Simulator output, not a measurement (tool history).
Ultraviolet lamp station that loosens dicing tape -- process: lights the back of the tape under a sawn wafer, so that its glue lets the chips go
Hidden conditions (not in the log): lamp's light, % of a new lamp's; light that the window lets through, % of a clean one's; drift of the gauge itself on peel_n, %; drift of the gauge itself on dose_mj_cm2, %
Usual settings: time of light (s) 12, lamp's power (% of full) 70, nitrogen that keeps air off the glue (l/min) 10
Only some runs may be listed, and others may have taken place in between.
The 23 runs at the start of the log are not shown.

run      day  time of light (s)  lamp's power (% of full)  nitrogen that keeps air off the glue (l/min)  hours of work of the lamp  hours of work since the window was cleaned  force that peels the tape off (N)  light that reached the tape (mJ/cm²)
 24    57.35                 12                        64                                             3                        645                                         157                              1.489                                   185
      58.029  -- lamp changed
 25   60.154                 12                        64                                             3                         37                                         204                              1.028                                   260
 26   62.242                 12                        64                                             3                         73                                         241                              1.057                                   245
      64.158  -- window cleaned of glue's vapour
 27   64.988                 12                        64                                             3                        120                                          14                              0.956                                   264
 28   67.921                 12                        69                                             3                        171                                          65                              0.946                                   274
 29   70.496                 16                        69                                             3                        216                                         110                              0.638                                   351
 30     72.6                 11                        70                                             4                        252                                         146                              1.022                                   236
 31   75.779                 11                        70                                             4                        307                                         201                              1.019                                   224
 32    78.65                 10                        74                                             6                        357                                         251                               1.06                                   210
      79.779  -- window cleaned of glue's vapour
 33   80.346                  8                        84                                             7                        386                                          10                              0.977                                   201
 34   83.567                  8                        84                                             7                        441                                          66                              1.086                                   194
 35   86.529                  8                        97                                            14                        493                                         117                              0.714                                   209
 36   89.529                 22                        79                                            13                        545                                         169                              0.155                                   437
 37   91.008                 11                        94                                            10                        570                                         194                              0.566                                   258
 38   92.583                  8                        78                                             4                        597                                         222                              1.662                                   149
      95.467  -- window cleaned of glue's vapour
 39   95.467                 16                        70                                            18                        647                                           0                              0.349                                   279
      96.042  -- lamp changed
 40   97.025                 12                        70                                             3                         17                                          26                              0.835                                   298
 41  100.117                 13                        67                                            11                         71                                          80                              0.407                                   294
 42  102.242                 13                        67                                            11                        107                                         117                               0.44                                   288

Each row is a separate what-if for the run after 42, all from the same tool condition, not one after another. Results?
  A  104.404                 12                        70                                             8                        145                                         154                                  ?                                     ?
  B  104.404                  8                        70                                            10                        145                                         154                                  ?                                     ?
  C  104.404                 14                        70                                             5                        145                                         154                                  ?                                     ?

run  force that peels the tape off (N)  light that reached the tape (mJ/cm²)
  A                              0.621                                   266
  B                              1.014                                   175
  C                              0.591                                   312
Without the tool's hidden state the same runs would have given:
run  force that peels the tape off (N)  light that reached the tape (mJ/cm²)
  A                              0.452                                   315
  B                              0.796                                   208
  C                              0.425                                   369
